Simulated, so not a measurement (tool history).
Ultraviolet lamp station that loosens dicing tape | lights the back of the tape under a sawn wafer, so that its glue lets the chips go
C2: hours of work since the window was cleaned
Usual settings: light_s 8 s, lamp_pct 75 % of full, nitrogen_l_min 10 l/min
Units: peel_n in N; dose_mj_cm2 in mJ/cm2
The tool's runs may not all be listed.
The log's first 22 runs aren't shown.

run 23 day=61.708 | light_s=11 lamp_pct=64 nitrogen_l_min=10 | hours_of_work_of_the_lamp=878 C2=198 | peel_n=0.796 dose_mj_cm2=462
-- day=62.262 lamp changed
run 24 day=64.729 | light_s=9 lamp_pct=75 nitrogen_l_min=6 | hours_of_work_of_the_lamp=35 C2=240 | peel_n=0.856 dose_mj_cm2=549
run 25 day=66.758 | light_s=9 lamp_pct=77 nitrogen_l_min=4 | hours_of_work_of_the_lamp=64 C2=269 | peel_n=1.021 dose_mj_cm2=545
run 26 day=68.292 | light_s=8 lamp_pct=91 nitrogen_l_min=10 | hours_of_work_of_the_lamp=86 C2=291 | peel_n=0.539 dose_mj_cm2=566
run 27 day=70.833 | light_s=14 lamp_pct=75 nitrogen_l_min=10 | hours_of_work_of_the_lamp=122 C2=327 | peel_n=0.317 dose_mj_cm2=810
run 28 day=72.383 | light_s=5 lamp_pct=75 nitrogen_l_min=10 | hours_of_work_of_the_lamp=144 C2=349 | peel_n=1.648 dose_mj_cm2=282
run 29 day=74.004 | light_s=8 lamp_pct=87 nitrogen_l_min=10 | hours_of_work_of_the_lamp=167 C2=372 | peel_n=0.612 dose_mj_cm2=517
run 30 day=76.421 | light_s=6 lamp_pct=96 nitrogen_l_min=9 | hours_of_work_of_the_lamp=202 C2=406 | peel_n=0.986 dose_mj_cm2=422
-- day=77.217 window cleaned of glue's vapour
run 31 day=79.846 | light_s=12 lamp_pct=96 nitrogen_l_min=12 | hours_of_work_of_the_lamp=250 C2=37 | peel_n=0.252 dose_mj_cm2=938
run 32 day=81.908 | light_s=12 lamp_pct=95 nitrogen_l_min=11 | hours_of_work_of_the_lamp=279 C2=67 | peel_n=0.253 dose_mj_cm2=913
run 33 day=84.983 | light_s=12 lamp_pct=95 nitrogen_l_min=11 | hours_of_work_of_the_lamp=323 C2=111 | peel_n=0.262 dose_mj_cm2=887
run 34 day=88.288 | light_s=12 lamp_pct=95 nitrogen_l_min=11 | hours_of_work_of_the_lamp=370 C2=158 | peel_n=0.277 dose_mj_cm2=870
run 35 day=91.279 | light_s=7 lamp_pct=79 nitrogen_l_min=15 | hours_of_work_of_the_lamp=413 C2=200 | peel_n=0.779 dose_mj_cm2=407
run 36 day=93.679 | light_s=7 lamp_pct=86 nitrogen_l_min=8 | hours_of_work_of_the_lamp=447 C2=234 | peel_n=0.976 dose_mj_cm2=440
run 37 day=96.838 | light_s=7 lamp_pct=86 nitrogen_l_min=8 | hours_of_work_of_the_lamp=492 C2=279 | peel_n=0.978 dose_mj_cm2=427
run 38 day=99.571 | light_s=6 lamp_pct=79 nitrogen_l_min=7 | hours_of_work_of_the_lamp=531 C2=318 | peel_n=1.596 dose_mj_cm2=336

Run 39 comes next. What will it give?
run 39 day=102.346 | light_s=12 lamp_pct=80 nitrogen_l_min=10 | hours_of_work_of_the_lamp=570 C2=358 | peel_n=? dose_mj_cm2=?

peel_n: 0.420 N
dose_mj_cm2: 660 mJ/cm2
Without the tool's hidden state the same run would have given peel_n 0.291 N, dose_mj_cm2 850 mJ/cm2.

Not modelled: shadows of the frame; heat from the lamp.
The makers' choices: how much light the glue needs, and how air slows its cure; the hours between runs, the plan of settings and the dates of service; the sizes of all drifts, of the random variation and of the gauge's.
